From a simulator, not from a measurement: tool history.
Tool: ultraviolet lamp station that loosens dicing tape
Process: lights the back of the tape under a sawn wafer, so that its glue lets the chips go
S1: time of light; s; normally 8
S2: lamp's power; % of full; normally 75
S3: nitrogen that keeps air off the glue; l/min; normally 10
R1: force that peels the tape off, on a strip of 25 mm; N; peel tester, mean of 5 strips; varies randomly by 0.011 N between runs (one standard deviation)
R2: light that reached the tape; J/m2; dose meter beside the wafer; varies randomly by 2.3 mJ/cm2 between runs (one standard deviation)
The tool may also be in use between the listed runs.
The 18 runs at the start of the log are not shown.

{"run": 19, "hour": 847.6, "S1": 7, "S2": 75, "S3": 10, "R1": 0.92, "R2": 1650}
{"hour": 882.1, "done": "window cleaned of glue's vapour"}
{"run": 20, "hour": 906.3, "S1": 8, "S2": 61, "S3": 10, "R1": 0.967, "R2": 1610}
{"run": 21, "hour": 937.3, "S1": 8, "S2": 61, "S3": 10, "R1": 0.98, "R2": 1520}
{"run": 22, "hour": 976.0, "S1": 8, "S2": 61, "S3": 10, "R1": 0.992, "R2": 1560}
{"run": 23, "hour": 1025.7, "S1": 5, "S2": 69, "S3": 7, "R1": 1.626, "R2": 1050}
{"run": 24, "hour": 1074.9, "S1": 8, "S2": 60, "S3": 10, "R1": 1.044, "R2": 1450}
{"run": 25, "hour": 1134.2, "S1": 4, "S2": 100, "S3": 6, "R1": 1.61, "R2": 1150}
{"run": 26, "hour": 1170.3, "S1": 14, "S2": 64, "S3": 6, "R1": 0.665, "R2": 2630}
{"hour": 1192.0, "done": "window cleaned of glue's vapour"}
{"run": 27, "hour": 1218.8, "S1": 5, "S2": 97, "S3": 4, "R1": 1.578, "R2": 1510}
{"run": 28, "hour": 1278.1, "S1": 4, "S2": 97, "S3": 4, "R1": 1.864, "R2": 1150}
{"run": 29, "hour": 1317.9, "S1": 4, "S2": 97, "S3": 4, "R1": 1.851, "R2": 1180}

Run 30, settings as shown, results not yet in. Your forecast:
{"run": 30, "hour": 1357.8, "S1": 4, "S2": 97, "S3": 4, "R1": "?", "R2": "?"}

{"run 30": {"R1": 1.933, "R2": 1100}}
With no hidden state in the tool, this same run would have given R1 1.491 N, R2 1570 J/m2.
